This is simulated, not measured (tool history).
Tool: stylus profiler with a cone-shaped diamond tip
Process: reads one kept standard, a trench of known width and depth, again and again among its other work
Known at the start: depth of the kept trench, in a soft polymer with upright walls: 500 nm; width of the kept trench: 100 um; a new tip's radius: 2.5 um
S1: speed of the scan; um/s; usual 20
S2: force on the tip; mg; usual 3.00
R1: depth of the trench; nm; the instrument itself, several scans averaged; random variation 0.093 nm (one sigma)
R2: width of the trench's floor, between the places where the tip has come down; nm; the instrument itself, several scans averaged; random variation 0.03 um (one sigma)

| run | day | S1 | S2 | R1 | R2 |
|---|---|---|---|---|---|
| 1 | 0.000 | 20 | 3.00 | 502.76 | 96400 |
| 2 | 1.750 | 20 | 3.00 | 502.96 | 96360 |
| 3 | 4.588 | 7 | 3.00 | 502.92 | 96280 |
| 4 | 7.417 | 7 | 3.00 | 502.73 | 96280 |
| 5 | 10.208 | 20 | 3.00 | 502.70 | 96050 |
| 6 | 13.804 | 8 | 3.00 | 502.60 | 95990 |
| 7 | 17.100 | 8 | 3.00 | 502.53 | 95930 |
| 8 | 19.638 | 20 | 1.11 | 501.12 | 95710 |
| 9 | 23.112 | 20 | 1.11 | 500.92 | 95620 |
| 10 | 26.662 | 20 | 1.67 | 501.37 | 95570 |
| 11 | 29.396 | 61 | 3.00 | 502.52 | 95310 |
| 12 | 31.133 | 20 | 1.87 | 501.58 | 95480 |
| 13 | 34.554 | 20 | 1.87 | 501.32 | 95340 |
| 14 | 37.846 | 20 | 1.87 | 501.52 | 95330 |
| 15 | 40.383 | 20 | 1.87 | 501.30 | 95150 |
| 16 | 42.475 | 26 | 1.87 | 501.35 | 95110 |
| 17 | 45.483 | 68 | 1.87 | 501.29 | 94740 |
| 18 | 47.988 | 50 | 3.00 | 501.98 | 94890 |
| 19 | 50.371 | 50 | 3.00 | 502.03 | 94820 |
| 20 | 53.796 | 50 | 3.00 | 501.92 | 94730 |
| 21 | 55.512 | 20 | 3.00 | 502.09 | 94920 |
| 22 | 59.275 | 20 | 3.00 | 501.80 | 94810 |
| 23 | 60.946 | 20 | 1.12 | 500.35 | 94710 |
| 24 | 64.750 | 60 | 3.41 | 502.02 | 94480 |
| 25 | 67.525 | 21 | 7.73 | 504.41 | 94680 |
| 26 | 70.217 | 12 | 1.92 | 500.93 | 94570 |
| 27 | 71.779 | 40 | 1.11 | 500.20 | 94250 |
| 28 | 74.617 | 40 | 1.11 | 500.17 | 94150 |
| 29 | 77.475 | 8 | 7.09 | 503.93 | 94450 |
| 30 | 81.175 | 33 | 1.12 | 500.06 | 94110 |
| 31 | 84.729 | 22 | 6.36 | 503.38 | 94320 |
|  | 86.500 | new tip fitted, height scale calibrated |
| 32 | 87.892 | 6 | 1.38 | 501.94 | 96820 |
| 33 | 91.338 | 6 | 1.38 | 501.94 | 96760 |
| 34 | 93.550 | 44 | 1.72 | 502.11 | 96360 |
| 35 | 95.771 | 51 | 8.06 | 505.90 | 96470 |
| 36 | 98.083 | 6 | 5.92 | 504.65 | 96540 |
| 37 | 101.083 | 7 | 3.67 | 503.41 | 96370 |
| 38 | 102.996 | 7 | 3.67 | 503.30 | 96410 |
| 39 | 106.054 | 13 | 1.70 | 501.88 | 96230 |
| 40 | 108.725 | 11 | 1.66 | 501.82 | 96170 |
| 41 | 111.125 | 35 | 1.56 | 501.77 | 95850 |
| 42 | 114.846 | 35 | 1.56 | 501.77 | 95750 |
| 43 | 118.667 | 6 | 3.01 | 502.71 | 95930 |
| 44 | 121.033 | 16 | 8.78 | 505.87 | 95830 |
| 45 | 123.838 | 16 | 8.78 | 505.91 | 95720 |
| 46 | 127.600 | 7 | 4.87 | 503.88 | 95700 |

Measured less the same run without the tool's hidden state. The same run-to-run variation is in both; the gauge's scatter may not be:
The hidden state here: radius of the tip, um; height scale over the true one, %; drift of the gauge itself on depth_nm, %; drift of the gauge itself on floor_um, %.
| run | R1 | R2 |
|---|---|---|
| 1 | -0.21 | -510 |
| 2 | -0.23 | -560 |
| 3 | -0.28 | -660 |
| 4 | -0.33 | -740 |
| 5 | -0.38 | -830 |
| 6 | -0.43 | -930 |
| 7 | -0.49 | -1030 |
| 8 | -0.53 | -1100 |
| 9 | -0.59 | -1200 |
| 10 | -0.66 | -1290 |
| 11 | -0.70 | -1360 |
| 12 | -0.73 | -1400 |
| 13 | -0.79 | -1490 |
| 14 | -0.84 | -1580 |
| 15 | -0.88 | -1640 |
| 16 | -0.91 | -1690 |
| 17 | -0.97 | -1760 |
| 18 | -1.01 | -1810 |
| 19 | -1.05 | -1870 |
| 20 | -1.10 | -1940 |
| 21 | -1.13 | -1980 |
| 22 | -1.19 | -2070 |
| 23 | -1.21 | -2110 |
| 24 | -1.28 | -2190 |
| 25 | -1.33 | -2250 |
| 26 | -1.37 | -2310 |
| 27 | -1.39 | -2340 |
| 28 | -1.44 | -2400 |
| 29 | -1.50 | -2460 |
| 30 | -1.55 | -2540 |
| 31 | -1.62 | -2620 |
| 32 | +0.15 | -90 |
| 33 | +0.08 | -200 |
| 34 | +0.05 | -280 |
| 35 | +0.01 | -360 |
| 36 | -0.03 | -440 |
| 37 | -0.07 | -540 |
| 38 | -0.11 | -590 |
| 39 | -0.16 | -700 |
| 40 | -0.20 | -770 |
| 41 | -0.25 | -840 |
| 42 | -0.31 | -940 |
| 43 | -0.37 | -1050 |
| 44 | -0.41 | -1120 |
| 45 | -0.46 | -1190 |
| 46 | -0.52 | -1300 |

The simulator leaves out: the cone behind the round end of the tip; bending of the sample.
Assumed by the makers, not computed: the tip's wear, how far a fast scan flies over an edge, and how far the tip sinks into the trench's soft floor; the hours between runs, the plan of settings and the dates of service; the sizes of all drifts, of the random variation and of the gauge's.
